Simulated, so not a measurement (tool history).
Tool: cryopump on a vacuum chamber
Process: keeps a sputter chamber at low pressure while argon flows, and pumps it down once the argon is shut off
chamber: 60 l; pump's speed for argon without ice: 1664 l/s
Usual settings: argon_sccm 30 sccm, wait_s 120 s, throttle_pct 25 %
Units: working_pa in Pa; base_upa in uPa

run 1 hour=0 | argon_sccm=30 wait_s=120 throttle_pct=25 | working_pa=0.1313 base_upa=0.54
run 2 hour=76.4 | argon_sccm=30 wait_s=202 throttle_pct=25 | working_pa=0.1313 base_upa=0.63
-- hour=146.6 pump warmed up, emptied and cooled again
run 3 hour=147.2 | argon_sccm=30 wait_s=120 throttle_pct=25 | working_pa=0.124 base_upa=0.67
run 4 hour=241.2 | argon_sccm=30 wait_s=120 throttle_pct=25 | working_pa=0.1242 base_upa=0.81
run 5 hour=328.8 | argon_sccm=30 wait_s=213 throttle_pct=25 | working_pa=0.1281 base_upa=0.76
run 6 hour=381.5 | argon_sccm=30 wait_s=213 throttle_pct=25 | working_pa=0.129 base_upa=0.88
run 7 hour=438.3 | argon_sccm=49 wait_s=120 throttle_pct=25 | working_pa=0.2123 base_upa=1.04
run 8 hour=510.9 | argon_sccm=49 wait_s=120 throttle_pct=59 | working_pa=0.1001 base_upa=1.17
run 9 hour=595.9 | argon_sccm=49 wait_s=120 throttle_pct=59 | working_pa=0.103 base_upa=1.3
-- hour=667.4 pump warmed up, emptied and cooled again
run 10 hour=685.5 | argon_sccm=49 wait_s=120 throttle_pct=59 | working_pa=0.0878 base_upa=1.11
run 11 hour=771.3 | argon_sccm=30 wait_s=120 throttle_pct=25 | working_pa=0.1255 base_upa=1.25
run 12 hour=811.6 | argon_sccm=30 wait_s=120 throttle_pct=25 | working_pa=0.1269 base_upa=1.35
run 13 hour=856.9 | argon_sccm=30 wait_s=120 throttle_pct=25 | working_pa=0.129 base_upa=1.36
run 14 hour=902.1 | argon_sccm=30 wait_s=120 throttle_pct=25 | working_pa=0.1287 base_upa=1.48
run 15 hour=957.9 | argon_sccm=30 wait_s=120 throttle_pct=25 | working_pa=0.1295 base_upa=1.49
run 16 hour=1022.7 | argon_sccm=30 wait_s=120 throttle_pct=25 | working_pa=0.1309 base_upa=1.64
run 17 hour=1094 | argon_sccm=30 wait_s=120 throttle_pct=25 | working_pa=0.133 base_upa=1.82
run 18 hour=1172.7 | argon_sccm=30 wait_s=120 throttle_pct=25 | working_pa=0.1368 base_upa=2.02
-- hour=1186.6 pump warmed up, emptied and cooled again
run 19 hour=1231.7 | argon_sccm=30 wait_s=28 throttle_pct=56 | working_pa=0.0573 base_upa=2.32
run 20 hour=1317 | argon_sccm=49 wait_s=279 throttle_pct=46 | working_pa=0.1145 base_upa=1.62
run 21 hour=1400.1 | argon_sccm=49 wait_s=279 throttle_pct=46 | working_pa=0.1187 base_upa=1.73
run 22 hour=1481.4 | argon_sccm=49 wait_s=279 throttle_pct=46 | working_pa=0.1219 base_upa=1.94
run 23 hour=1546.5 | argon_sccm=22 wait_s=120 throttle_pct=36 | working_pa=0.0699 base_upa=2.26
run 24 hour=1638.6 | argon_sccm=13 wait_s=120 throttle_pct=16 | working_pa=0.0888 base_upa=2.51

Forecast run 25:
run 25 hour=1681.4 | argon_sccm=47 wait_s=120 throttle_pct=33 | working_pa=? base_upa=?

Run 25 gave working_pa 0.1668 Pa, base_upa 2.61 uPa.
Without the tool's hidden state the same run would have given working_pa 0.1454 Pa, base_upa 0.4 uPa.
